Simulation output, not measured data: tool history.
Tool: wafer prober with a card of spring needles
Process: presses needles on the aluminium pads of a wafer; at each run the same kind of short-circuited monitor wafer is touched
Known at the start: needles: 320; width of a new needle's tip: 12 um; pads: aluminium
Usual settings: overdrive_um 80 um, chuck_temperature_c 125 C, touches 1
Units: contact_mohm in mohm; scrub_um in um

| run | hour | overdrive_um | chuck_temperature_c | touches | contact_mohm | scrub_um |
|---|---|---|---|---|---|---|
| 1 | 0.0 | 80 | 125 | 1 | 359 | 16.24 |
| 2 | 37.9 | 80 | 125 | 1 | 337 | 15.92 |
| 3 | 61.7 | 80 | 43 | 1 | 378 | 16.05 |
| 4 | 112.8 | 80 | 43 | 1 | 314 | 16.12 |
| 5 | 156.9 | 80 | 43 | 1 | 305 | 16.05 |
| 6 | 191.7 | 80 | 43 | 1 | 275 | 15.91 |
| 7 | 213.6 | 80 | 46 | 2 | 306 | 15.99 |
| 8 | 263.1 | 80 | 46 | 2 | 298 | 15.76 |
| 9 | 290.3 | 65 | 101 | 1 | 350 | 13.22 |
| 10 | 343.1 | 65 | 101 | 1 | 286 | 12.97 |
| 11 | 371.3 | 65 | 101 | 1 | 315 | 12.93 |

Taken out of this log: 67 entries between the listed runs. Where each belongs, and how the hidden state differs across it:
Between runs 1 and 2: tips cleaned on abrasive film (hour 2.4); tips cleaned on abrasive film (hour 8.3); tips cleaned on abrasive film (hour 14.1); tips cleaned on abrasive film (hour 20.0); tips cleaned on abrasive film (hour 25.8); tips cleaned on abrasive film (hour 30.5); tips cleaned on abrasive film (hour 36.4)
  debris on the tips, nm: 59.7 -> 32.4; way that the needles fall short of the set height, um: 0.09 -> 0.67; tips' diameter, um: 19.6 -> 19.8
  measured less the result without the state, contact_mohm: +75 -> +46 mohm; scrub_um: -0.02 -> -0.13 um
Between runs 2 and 3: tips cleaned on abrasive film (hour 41.4); tips cleaned on abrasive film (hour 47.3); tips cleaned on abrasive film (hour 52.0); tips cleaned on abrasive film (hour 57.8)
  debris on the tips, nm: 32.4 -> 76.5; way that the needles fall short of the set height, um: 0.67 -> 0.96; tips' diameter, um: 19.8 -> 19.9
  measured less the result without the state, contact_mohm: +46 -> +112 mohm; scrub_um: -0.13 -> -0.19 um
Between runs 3 and 4: tips cleaned on abrasive film (hour 62.9); tips cleaned on abrasive film (hour 68.8); tips cleaned on abrasive film (hour 73.5); tips cleaned on abrasive film (hour 79.4); tips cleaned on abrasive film (hour 85.2); tips cleaned on abrasive film (hour 91.1); card fitted with new needles (hour 103.1); tips cleaned on abrasive film (hour 108.9)
  debris on the tips, nm: 76.5 -> 75.2; way that the needles fall short of the set height, um: 0.96 -> 0.06; tips' diameter, um: 19.9 -> 12.02
  measured less the result without the state, contact_mohm: +112 -> +55 mohm; scrub_um: -0.19 -> -0.02 um
Between runs 4 and 5: tips cleaned on abrasive film (hour 114.0); tips cleaned on abrasive film (hour 119.9); tips cleaned on abrasive film (hour 125.7); tips cleaned on abrasive film (hour 130.4); tips cleaned on abrasive film (hour 136.3); tips cleaned on abrasive film (hour 142.1); tips cleaned on abrasive film (hour 148.0); tips cleaned on abrasive film (hour 153.9)
  debris on the tips, nm: 75.2 -> 57.3; way that the needles fall short of the set height, um: 0.06 -> 0.65; tips' diameter, um: 12.02 -> 12.23
  measured less the result without the state, contact_mohm: +55 -> +44 mohm; scrub_um: -0.02 -> -0.13 um
Between runs 5 and 6: tips cleaned on abrasive film (hour 159.3); tips cleaned on abrasive film (hour 164.0); tips cleaned on abrasive film (hour 169.9); tips cleaned on abrasive film (hour 175.8); tips cleaned on abrasive film (hour 180.5); tips cleaned on abrasive film (hour 186.3); tips cleaned on abrasive film (hour 191.7)
  debris on the tips, nm: 57.3 -> 10.3; way that the needles fall short of the set height, um: 0.65 -> 1.19; tips' diameter, um: 12.23 -> 12.42
  measured less the result without the state, contact_mohm: +44 -> +9 mohm; scrub_um: -0.13 -> -0.23 um
Between runs 6 and 7: tips cleaned on abrasive film (hour 197.5); tips cleaned on abrasive film (hour 203.4); tips cleaned on abrasive film (hour 209.2)
  debris on the tips, nm: 10.3 -> 83.7; way that the needles fall short of the set height, um: 1.19 -> 1.38; tips' diameter, um: 12.42 -> 12.48
  measured less the result without the state, contact_mohm: +9 -> +40 mohm; scrub_um: -0.23 -> -0.28 um
Between runs 7 and 8: tips cleaned on abrasive film (hour 214.9); tips cleaned on abrasive film (hour 220.8); tips cleaned on abrasive film (hour 225.5); tips cleaned on abrasive film (hour 231.3); tips cleaned on abrasive film (hour 237.2); tips cleaned on abrasive film (hour 243.0); tips cleaned on abrasive film (hour 248.9); tips cleaned on abrasive film (hour 253.6); tips cleaned on abrasive film (hour 259.5)
  debris on the tips, nm: 83.7 -> 69.9; way that the needles fall short of the set height, um: 1.38 -> 2.12; tips' diameter, um: 12.48 -> 12.74
  measured less the result without the state, contact_mohm: +40 -> +35 mohm; scrub_um: -0.28 -> -0.43 um
Between runs 8 and 9: tips cleaned on abrasive film (hour 264.4); tips cleaned on abrasive film (hour 270.2); tips cleaned on abrasive film (hour 276.1); height of the first contact set anew (hour 278.7); tips cleaned on abrasive film (hour 282.2); tips cleaned on abrasive film (hour 286.9)
  debris on the tips, nm: 69.9 -> 63.6; way that the needles fall short of the set height, um: 2.12 -> 0.13; tips' diameter, um: 12.74 -> 12.88
  measured less the result without the state, contact_mohm: +35 -> +64 mohm; scrub_um: -0.43 -> -0.03 um
Between runs 9 and 10: tips cleaned on abrasive film (hour 292.7); tips cleaned on abrasive film (hour 298.5); tips cleaned on abrasive film (hour 304.4); tips cleaned on abrasive film (hour 310.2); tips cleaned on abrasive film (hour 316.1); tips cleaned on abrasive film (hour 321.9); tips cleaned on abrasive film (hour 327.8); tips cleaned on abrasive film (hour 332.5); tips cleaned on abrasive film (hour 338.4); tips cleaned on abrasive film (hour 343.1)
  debris on the tips, nm: 63.6 -> 3.7; way that the needles fall short of the set height, um: 0.13 -> 0.84; tips' diameter, um: 12.88 -> 13.13
  measured less the result without the state, contact_mohm: +64 -> +6 mohm; scrub_um: -0.03 -> -0.17 um
Between runs 10 and 11: tips cleaned on abrasive film (hour 347.8); tips cleaned on abrasive film (hour 353.7); tips cleaned on abrasive film (hour 359.6); tips cleaned on abrasive film (hour 365.4); tips cleaned on abrasive film (hour 370.1)
  debris on the tips, nm: 3.7 -> 28.9; way that the needles fall short of the set height, um: 0.84 -> 1.24; tips' diameter, um: 13.13 -> 13.27
  measured less the result without the state, contact_mohm: +6 -> +32 mohm; scrub_um: -0.17 -> -0.25 um
